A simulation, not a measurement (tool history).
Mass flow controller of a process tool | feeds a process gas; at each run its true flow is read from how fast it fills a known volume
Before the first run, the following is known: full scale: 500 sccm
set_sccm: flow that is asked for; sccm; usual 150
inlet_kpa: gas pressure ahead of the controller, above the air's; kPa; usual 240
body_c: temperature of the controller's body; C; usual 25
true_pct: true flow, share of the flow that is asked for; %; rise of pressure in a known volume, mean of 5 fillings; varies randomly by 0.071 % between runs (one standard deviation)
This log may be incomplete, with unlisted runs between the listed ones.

| run | day | set_sccm | inlet_kpa | body_c | true_pct |
|---|---|---|---|---|---|
| 1 | 0.000 | 150 | 240 | 25 | 99.21 |
| 2 | 1.983 | 150 | 240 | 25 | 99.11 |
| 3 | 6.712 | 150 | 240 | 25 | 99.16 |
| 4 | 10.804 | 150 | 242 | 25 | 99.13 |
| 5 | 14.812 | 150 | 242 | 25 | 99.08 |
| 6 | 19.229 | 150 | 240 | 25 | 98.86 |
| 7 | 22.933 | 150 | 240 | 28 | 98.69 |
| 8 | 25.338 | 150 | 240 | 28 | 98.59 |
| 9 | 29.892 | 150 | 240 | 28 | 98.58 |
| 10 | 34.029 | 499 | 240 | 25 | 100.00 |
| 11 | 37.608 | 499 | 240 | 25 | 100.00 |
| 12 | 42.050 | 499 | 240 | 25 | 99.95 |
| 13 | 46.129 | 499 | 240 | 25 | 99.73 |
| 14 | 50.158 | 96 | 240 | 23 | 98.42 |
| 15 | 52.500 | 96 | 240 | 23 | 98.48 |
| 16 | 56.650 | 96 | 147 | 23 | 97.28 |
| 17 | 58.733 | 316 | 192 | 27 | 98.84 |
| 18 | 62.329 | 150 | 240 | 29 | 99.23 |
| 19 | 65.683 | 150 | 240 | 29 | 99.07 |
| 20 | 68.079 | 150 | 240 | 29 | 99.13 |
| 21 | 70.542 | 150 | 240 | 29 | 99.09 |
| 22 | 72.846 | 150 | 156 | 25 | 99.17 |
| 23 | 77.321 | 150 | 156 | 25 | 99.24 |
| 24 | 79.429 | 165 | 249 | 27 | 99.30 |
| 25 | 84.254 | 318 | 187 | 23 | 99.86 |

The log once held 2 entries between its listed runs, left out of this copy. Where does each go, and what is different about the tool's unlogged condition between the listed run before it and the listed run after it?
Runs 15 to 16: controller's zero set anew (day 52.821)
  flow at rest that the sensor doesn't see, % of full scale: -0.257 -> -0.439
  the result without the hidden state subtracted from the measured one, true_pct: -1.34 -> -2.29 %
Runs 17 to 18: controller's zero set anew, once more (day 59.783)
  flow at rest that the sensor doesn't see, % of full scale: -0.443 -> -0.009; true flow over the shown one, %: 0 -> -0.01
  the result without the hidden state subtracted from the measured one, true_pct: -0.70 -> -0.03 %
